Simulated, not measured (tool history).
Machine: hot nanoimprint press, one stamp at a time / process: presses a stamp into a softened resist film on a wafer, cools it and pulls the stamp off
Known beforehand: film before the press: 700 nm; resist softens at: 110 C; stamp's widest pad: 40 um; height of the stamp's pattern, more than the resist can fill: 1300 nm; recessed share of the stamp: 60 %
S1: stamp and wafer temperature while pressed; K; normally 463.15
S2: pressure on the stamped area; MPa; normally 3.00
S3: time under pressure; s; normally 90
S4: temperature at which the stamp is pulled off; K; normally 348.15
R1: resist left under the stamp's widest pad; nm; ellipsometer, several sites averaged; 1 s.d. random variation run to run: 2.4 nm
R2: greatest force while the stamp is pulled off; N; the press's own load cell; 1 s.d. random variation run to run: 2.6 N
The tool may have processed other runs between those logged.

run	day	S1	S2	S3	S4	R1	R2
1	0.000	463.15	3.00	90	348.15	393.6	138
2	0.479	463.15	2.43	90	348.15	431.2	139
3	1.154	463.15	2.43	90	348.15	434.0	142
4	1.683	463.15	2.43	90	348.15	435.9	141
5	2.100	463.15	2.43	90	348.15	434.0	145
6	2.617	463.15	3.00	90	348.15	395.7	153
7	3.117	463.15	3.74	90	348.15	358.9	147
8	3.417	463.15	3.74	90	348.15	356.7	141
9	3.858	463.15	3.74	152	348.15	300.4	151
10	4.379	463.15	3.74	152	348.15	299.8	154
11	4.900	463.15	3.74	152	348.15	299.4	145
12	5.192	463.15	3.74	152	347.15	302.6	156
13	5.650	463.15	3.00	90	348.15	397.6	155
14	6.283	463.15	3.00	90	339.15	394.0	200
15	6.979	463.15	3.00	90	339.15	400.2	204
16	7.283	469.15	2.33	90	339.15	364.1	203
17	7.871	474.15	3.41	73	348.15	270.8	161
18	8.254	459.15	1.92	90	351.15	532.8	145
19	8.700	463.15	3.00	113	348.15	375.5	164
20	9.138	466.15	3.44	145	348.15	285.8	161
21	9.438	466.15	3.44	145	348.15	285.1	168
22	9.758	470.15	3.44	145	348.15	246.7	168
23	10.096	461.15	3.97	145	348.15	324.9	160
24	10.388	474.15	2.55	90	334.15	296.9	240
25	10.875	463.15	1.95	90	339.15	476.7	211
26	11.454	463.15	2.09	90	347.15	468.8	178
27	11.979	463.15	3.00	61	355.15	453.3	137
28	12.396	469.15	3.58	75	336.15	316.8	235
29	13.175	469.15	3.58	75	336.15	318.7	164

Missing from the log above: 1 entry noted between runs. For each, name the pair of listed runs it sits between and say how the tool's hidden condition differs from the listed run just before to the listed run just after:
Logged between run 28 and run 29: stamp cleaned and given a new release coat (day 13.100)
  true temperature over the reading, C: -0.5 -> -0.53; pressure that arrives at the usual setting, %: 98.48 -> 98.46; grip of the stamp's worn release coat, % over a new coat's: 42.1 -> 0.1
  measured minus no-state result, R1: +8.9 -> +9.2 nm; R2: +71 -> +2 N

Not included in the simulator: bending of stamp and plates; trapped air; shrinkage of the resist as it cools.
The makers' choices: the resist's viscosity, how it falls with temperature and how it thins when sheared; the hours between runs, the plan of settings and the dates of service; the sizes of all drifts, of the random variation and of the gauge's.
